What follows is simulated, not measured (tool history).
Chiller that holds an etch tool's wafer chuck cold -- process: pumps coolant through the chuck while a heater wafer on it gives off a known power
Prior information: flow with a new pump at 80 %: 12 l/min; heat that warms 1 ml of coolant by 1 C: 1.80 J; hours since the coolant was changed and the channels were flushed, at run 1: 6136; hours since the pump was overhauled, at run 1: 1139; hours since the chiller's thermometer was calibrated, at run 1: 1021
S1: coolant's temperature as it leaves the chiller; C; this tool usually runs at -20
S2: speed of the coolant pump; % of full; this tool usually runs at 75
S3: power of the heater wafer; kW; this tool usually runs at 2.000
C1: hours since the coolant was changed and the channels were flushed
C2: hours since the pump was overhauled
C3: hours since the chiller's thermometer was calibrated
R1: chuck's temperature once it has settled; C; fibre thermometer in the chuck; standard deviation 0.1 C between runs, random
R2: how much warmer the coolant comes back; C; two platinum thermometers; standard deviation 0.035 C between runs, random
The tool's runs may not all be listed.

Run 1, hour 0.0: usual settings; C1 6136; C2 1139; C3 1021. Result: R1 1.3 C, R2 6.17 C.
Run 2, hour 35.1: usual settings; C1 6171; C2 1174; C3 1056. Result: R1 1.4 C, R2 6.11 C.
Run 3, hour 49.7: usual settings; C1 6186; C2 1189; C3 1070. Result: R1 1.3 C, R2 6.10 C.
Run 4, hour 73.2: usual settings but S3 1.875 kW; C1 6210; C2 1212; C3 1094. Result: R1 0.2 C, R2 5.80 C.
Run 5, hour 96.9: usual settings but S3 1.875 kW; C1 6233; C2 1236; C3 1117. Result: R1 0.1 C, R2 5.76 C.
At hour 117.7: coolant changed, channels flushed.
Run 6, hour 121.1: usual settings but S1 -15 C; C1 3; C2 1254; C3 1136. Result: R1 2.8 C, R2 6.16 C.
Run 7, hour 149.1: usual settings but S1 -15 C; C1 31; C2 1282; C3 1164. Result: R1 2.9 C, R2 6.21 C.
Run 8, hour 173.3: usual settings but S1 -15 C; C1 56; C2 1306; C3 1188. Result: R1 3.0 C, R2 6.14 C.
Run 9, hour 206.0: usual settings; C1 88; C2 1339; C3 1220. Result: R1 -1.9 C, R2 6.12 C.
Run 10, hour 234.0: usual settings but S3 1.437 kW; C1 116; C2 1367; C3 1248. Result: R1 -7.1 C, R2 4.44 C.
Run 11, hour 266.3: usual settings but S1 -15 C; C1 149; C2 1399; C3 1281. Result: R1 3.0 C, R2 6.19 C.
Run 12, hour 286.2: usual settings; C1 169; C2 1419; C3 1301. Result: R1 -2.0 C, R2 6.17 C.
Run 13, hour 318.1: usual settings but S1 -21 C; C1 200; C2 1451; C3 1333. Result: R1 -3.0 C, R2 6.16 C.
Run 14, hour 333.9: usual settings; C1 216; C2 1467; C3 1348. Result: R1 -1.8 C, R2 6.19 C.
Run 15, hour 354.7: usual settings but S2 76 % of full; C1 237; C2 1488; C3 1369. Result: R1 -2.0 C, R2 6.08 C.
Run 16, hour 383.5: usual settings but S2 76 % of full; C1 266; C2 1517; C3 1398. Result: R1 -2.1 C, R2 6.11 C.
Run 17, hour 414.8: usual settings; C1 297; C2 1548; C3 1429. Result: R1 -2.0 C, R2 6.18 C.
Run 18, hour 442.6: usual settings but S1 -25 C, S2 87 % of full, S3 1.354 kW; C1 325; C2 1576; C3 1457. Result: R1 -13.8 C, R2 3.63 C.
Run 19, hour 467.4: usual settings but S1 -26 C, S2 67 % of full, S3 1.008 kW; C1 350; C2 1601; C3 1482. Result: R1 -16.1 C, R2 3.51 C.
Run 20, hour 485.2: usual settings but S1 -13 C, S2 62 % of full, S3 2.298 kW; C1 367; C2 1618; C3 1500. Result: R1 10.5 C, R2 8.72 C.
Run 21, hour 505.8: usual settings but S1 -13 C, S2 62 % of full, S3 2.298 kW; C1 388; C2 1639; C3 1520. Result: R1 10.6 C, R2 8.71 C.
Run 22, hour 535.4: usual settings but S2 66 % of full, S3 2.773 kW; C1 418; C2 1669; C3 1550. Result: R1 7.4 C, R2 9.90 C.
Run 23, hour 562.1: usual settings but S1 -28 C, S2 99 % of full, S3 1.382 kW; C1 444; C2 1695; C3 1577. Result: R1 -17.1 C, R2 3.25 C.
Run 24, hour 579.6: usual settings but S1 -16 C, S3 1.583 kW; C1 462; C2 1713; C3 1594. Result: R1 -1.3 C, R2 4.94 C.
Run 25, hour 601.5: usual settings but S1 -16 C, S3 1.583 kW; C1 484; C2 1735; C3 1616. Result: R1 -1.5 C, R2 4.92 C.
Run 26, hour 630.9: usual settings but S1 -16 C, S3 1.583 kW; C1 513; C2 1764; C3 1645. Result: R1 -1.4 C, R2 4.92 C.
Run 27, hour 659.0: usual settings but S1 -29 C, S2 71 % of full; C1 541; C2 1792; C3 1674. Result: R1 -10.1 C, R2 6.51 C.
Run 28, hour 681.2: usual settings but S1 -23 C, S2 96 % of full, S3 1.496 kW; C1 563; C2 1814; C3 1696. Result: R1 -11.3 C, R2 3.59 C.
Run 29, hour 698.0: usual settings but S2 92 % of full, S3 2.426 kW; C1 580; C2 1831; C3 1713. Result: R1 -0.5 C, R2 6.07 C.
Run 30, hour 727.5: usual settings but S1 -29 C, S3 2.557 kW; C1 610; C2 1861; C3 1742. Result: R1 -5.4 C, R2 8.02 C.
Run 31, hour 743.6: usual settings but S1 -17 C, S3 1.391 kW; C1 626; C2 1877; C3 1758. Result: R1 -4.2 C, R2 4.37 C.
Run 32, hour 776.5: usual settings but S1 -17 C, S3 1.391 kW; C1 659; C2 1910; C3 1791. Result: R1 -4.2 C, R2 4.36 C.
Run 33, hour 805.6: usual settings but S2 86 % of full; C1 688; C2 1939; C3 1820. Result: R1 -3.0 C, R2 5.44 C.

Predict each of these 3 candidate next runs independently; none follows another, all start after run 33:
Run A, hour 840.0: usual settings but S2 83 % of full; C1 722; C2 1973; C3 1855. Result: R1 ?, R2 ?.
Run B, hour 840.0: usual settings but S2 65 % of full; C1 722; C2 1973; C3 1855. Result: R1 ?, R2 ?.
Run C, hour 840.0: usual settings but S1 -14 C, S2 65 % of full, S3 1.580 kW; C1 722; C2 1973; C3 1855. Result: R1 ?, R2 ?.

run    R1    R2
  A  -2.6  5.61
  B   0.3  7.36
  C   1.9  5.75
Take away the tool's hidden state, keep each run's random variation, and the runs would have read:
run    R1    R2
  A  -3.8  5.33
  B  -1.0  7.00
  C   0.8  5.47
